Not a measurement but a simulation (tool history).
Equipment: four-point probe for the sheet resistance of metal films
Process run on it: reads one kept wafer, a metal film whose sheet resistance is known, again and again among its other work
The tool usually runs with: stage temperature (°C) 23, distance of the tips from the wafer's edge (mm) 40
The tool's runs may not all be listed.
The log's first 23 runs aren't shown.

run	day	stage temperature (°C)	distance of the tips from the wafer's edge (mm)	sheet resistance as the instrument gives it (ohm/square)
24	10.138	28	10	0.222656
25	10.525	18	28	0.224477
26	10.808	24	40	0.223232
27	11.375	24	40	0.223152
28	11.679	23	3	0.226693
29	12.125	23	43	0.223438
30	12.542	26	67	0.222799
31	12.921	22	42	0.223643
32	13.242	22	42	0.223684
33	13.55	26	13	0.223008
34	13.942	25	17	0.223134

Branching from run 34: 4 alternative next runs. What would each branch give?
A	14.267	28	20	?
B	14.267	25	40	?
C	14.267	33	15	?
D	14.267	29	73	?

run	sheet resistance as the instrument gives it (ohm/square)
A	0.222494
B	0.222992
C	0.221516
D	0.222193
Take away the tool's hidden state, keep each run's random variation, and the runs would have read:
run	sheet resistance as the instrument gives it (ohm/square)
A	0.222475
B	0.222973
C	0.221498
D	0.222174
